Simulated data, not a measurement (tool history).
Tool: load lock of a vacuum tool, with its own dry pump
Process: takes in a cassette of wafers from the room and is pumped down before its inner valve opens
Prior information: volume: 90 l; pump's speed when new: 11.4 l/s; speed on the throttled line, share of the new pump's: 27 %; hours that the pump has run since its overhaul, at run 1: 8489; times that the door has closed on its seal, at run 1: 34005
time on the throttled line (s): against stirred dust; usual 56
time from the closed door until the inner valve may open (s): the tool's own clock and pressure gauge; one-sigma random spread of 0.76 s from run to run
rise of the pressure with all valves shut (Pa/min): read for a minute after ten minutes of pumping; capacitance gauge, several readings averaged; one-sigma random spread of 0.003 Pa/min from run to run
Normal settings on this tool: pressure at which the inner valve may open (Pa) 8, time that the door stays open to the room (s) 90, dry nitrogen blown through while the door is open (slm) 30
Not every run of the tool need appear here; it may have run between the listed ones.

run,day,time on the throttled line (s),pressure at which the inner valve may open (Pa),time that the door stays open to the room (s),dry nitrogen blown through while the door is open (slm),hours that the pump has run since its overhaul,times that the door has closed on its seal,"incoming humidity of the room's air, %",time from the closed door until the inner valve may open (s),rise of the pressure with all valves shut (Pa/min)
1,0.000,56,8,90,30,8489,34005,45.6,117.2,0.024
2,20.883,56,8,101,30,8990,35653,44.4,117.6,0.028
3,45.554,56,7,90,30,9582,37599,46.0,116.6,0.026
4,63.746,56,7,90,30,10019,39035,44.2,117.5,0.019
# day 69.750: dry pump taken out, an overhauled one fitted
5,79.475,56,7,90,30,233,40256,44.8,117.1,0.033
6,105.062,56,7,90,30,848,42275,45.8,117.7,0.029
7,116.962,56,7,90,30,1133,43214,44.5,117.5,0.030
8,144.146,56,8,90,30,1785,45358,41.4,115.3,0.023
9,157.008,56,8,90,13,2094,46373,43.5,115.2,0.042
10,168.958,56,8,90,13,2381,47316,40.6,115.7,0.036
11,185.121,56,8,90,13,2769,48591,44.9,115.8,0.042
12,211.533,56,8,90,13,3403,50675,45.5,115.5,0.039
13,238.808,56,8,90,13,4057,52827,45.8,116.3,0.039
# day 248.079: door's seal changed, seat wiped
14,266.379,72,13,209,4,4718,1444,46.0,124.0,0.088
15,280.379,29,14,82,4,5054,2548,44.7,92.6,0.046
16,292.633,29,14,82,4,5348,3515,44.5,91.0,0.050
17,305.779,29,14,82,4,5663,4552,47.2,91.7,0.049
18,328.462,29,11,82,7,6208,6342,42.0,94.0,0.048
19,340.617,64,8,90,30,6499,7301,47.5,121.5,0.024
20,366.958,57,8,187,27,7132,9380,44.8,117.8,0.040
21,389.375,56,8,61,30,7670,11148,44.5,118.2,0.021
22,417.579,56,11,179,30,8346,13374,42.7,113.0,0.034
23,442.892,56,11,179,30,8954,15371,45.0,113.8,0.039
24,457.496,56,11,179,30,9304,16523,44.0,114.3,0.041
25,480.962,56,8,90,25,9868,18374,44.2,116.3,0.031
# day 493.025: dry pump taken out, an overhauled one fitted
26,504.600,82,8,54,28,278,20220,41.9,135.0,0.016

Below are 3 alternative next runs, each starting from the tool's condition after run 26. Predict each:
A,528.858,89,8,54,28,860,22134,45.4,?,?
B,528.858,82,8,54,10,860,22134,45.2,?,?
C,528.858,82,8,36,28,860,22134,43.2,?,?

run,time from the closed door until the inner valve may open (s),rise of the pressure with all valves shut (Pa/min)
A,140.4,0.022
B,134.7,0.033
C,135.9,0.014
With no hidden state in the tool, these same runs would have given:
run,time from the closed door until the inner valve may open (s),rise of the pressure with all valves shut (Pa/min)
A,140.3,0.022
B,134.7,0.033
C,135.9,0.014
